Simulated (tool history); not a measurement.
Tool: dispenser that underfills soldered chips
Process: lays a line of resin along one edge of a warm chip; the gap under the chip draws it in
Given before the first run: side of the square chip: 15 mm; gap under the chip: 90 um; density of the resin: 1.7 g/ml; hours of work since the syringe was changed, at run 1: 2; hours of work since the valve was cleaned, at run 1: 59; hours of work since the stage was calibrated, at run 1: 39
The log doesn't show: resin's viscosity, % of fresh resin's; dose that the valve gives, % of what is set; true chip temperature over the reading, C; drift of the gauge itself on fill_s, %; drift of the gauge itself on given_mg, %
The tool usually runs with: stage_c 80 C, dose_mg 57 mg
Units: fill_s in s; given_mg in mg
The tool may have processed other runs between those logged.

run   hour  stage_c  dose_mg  hours of work since the syringe was changed  hours of work since the valve was cleaned  hours of work since the stage was calibrated  fill_s  given_mg
  1      0       80       57                                            2                                         59                                            39    63.6     54.11
       5.2  -- new syringe of resin
  2    5.9       80       57                                            0                                         63                                            43    57.1     54.21
      14.3  -- new syringe of resin
  3   17.7       80       57                                            2                                         71                                            51      64     53.79
      23.9  -- new syringe of resin
  4   24.5       80       57                                            0                                         76                                            56    55.2      53.2
      33.5  -- new syringe of resin
  5   35.3       80       57                                            1                                         83                                            63    61.2     52.97
      42.6  -- new syringe of resin
        46  -- dispensing valve cleaned and set on the balance
  6   47.4       80       57                                            3                                          1                                            71    65.3     56.63
      52.2  -- new syringe of resin
  7   57.8       91       57                                            4                                          8                                            78    41.5     56.38
      61.2  -- new syringe of resin
  8   67.3       91       57                                            4                                         14                                            84    43.6     55.84
      70.6  -- new syringe of resin
  9   76.8       81       57                                            4                                         21                                            90    68.6     56.16
      79.5  -- new syringe of resin
 10   82.4       81       57                                            2                                         25                                            94    57.7     55.85
      88.2  -- new syringe of resin
 11   91.1       81       57                                            2                                         30                                           100    57.3      55.3
      97.3  -- new syringe of resin
 12   97.4       81       57                                            0                                         35                                           104      50     55.43
 13  105.4       81       57                                            6                                         40                                           110    74.8     54.95
     106.7  -- new syringe of resin
     115.5  -- new syringe of resin
 14    117       81       57                                            1                                         48                                           117    55.6     54.71
     124.5  -- new syringe of resin
 15  125.8       81       57                                            1                                         54                                           123    52.7     54.42
     133.2  -- new syringe of resin
 16  134.6       81     66.2                                            1                                         60                                           129    53.7     62.51
     142.2  -- new syringe of resin
 17  145.3       81     66.2                                            2                                         67                                           136    57.2     62.15
     151.1  -- new syringe of resin
 18    157       81     66.2                                            4                                         75                                           144    65.8      61.8
     160.2  -- new syringe of resin
 19  163.9       73     50.9                                            3                                         79                                           149    92.5     47.04
     169.1  -- new syringe of resin
 20  172.7       77     69.3                                            3                                         85                                           155    73.7     63.98
     178.7  -- new syringe of resin
     180.7  -- dispensing valve cleaned and set on the balance
 21  180.7       93       62                                            1                                          0                                           160    28.7     62.33
 22  187.8       86     59.4                                            6                                          5                                           165      58     59.54
     189.2  -- new syringe of resin
 23    197       86     59.4                                            5                                         11                                           171    57.3     58.73
     197.9  -- new syringe of resin
 24    204       86     59.4                                            4                                         16                                           175    51.7     58.64
     206.6  -- new syringe of resin
 25  213.3       77     73.9                                            5                                         22                                           182    84.9     72.08
     215.4  -- new syringe of resin
 26  218.6       80     61.8                                            2                                         26                                           185    59.4     60.61
     224.8  -- new syringe of resin
 27  225.8       80     61.8                                            1                                         30                                           190    54.6     60.51
     233.4  -- new syringe of resin
 28  237.7       80     61.8                                            3                                         38                                           198    64.3     60.13
     242.2  -- new syringe of resin
 29  249.6       80     61.8                                            5                                         47                                           206    72.4     60.02
     250.9  -- new syringe of resin
       260  -- new syringe of resin
 30  261.6       80     61.8                                            1                                         54                                           214    54.2      59.3
 31  267.9       80     61.8                                            6                                         59                                           219    76.3     58.76
     269.1  -- new syringe of resin
 32  273.1       80     61.8                                            3                                         62                                           222    60.1     58.89

Here are 4 independent what-if runs from the current tool condition. What would each one return?
     278.3  -- new syringe of resin
  A  283.5       80     56.9                                            4                                         69                                           229       ?         ?
     278.3  -- new syringe of resin
  B  283.5       74     56.8                                            4                                         69                                           229       ?         ?
     278.3  -- new syringe of resin
  C  283.5       80     70.5                                            4                                         69                                           229       ?         ?
     278.3  -- new syringe of resin
  D  283.5       94     56.6                                            4                                         69                                           229       ?         ?

run  fill_s  given_mg
  A    66.2     54.17
  B    89.8      53.6
  C    65.8     66.63
  D    34.1     53.75
Without the tool's unlogged condition, the same runs would have read:
run  fill_s  given_mg
  A    55.3     57.35
  B    75.3     56.76
  C    55.2     70.54
  D    28.4     56.91

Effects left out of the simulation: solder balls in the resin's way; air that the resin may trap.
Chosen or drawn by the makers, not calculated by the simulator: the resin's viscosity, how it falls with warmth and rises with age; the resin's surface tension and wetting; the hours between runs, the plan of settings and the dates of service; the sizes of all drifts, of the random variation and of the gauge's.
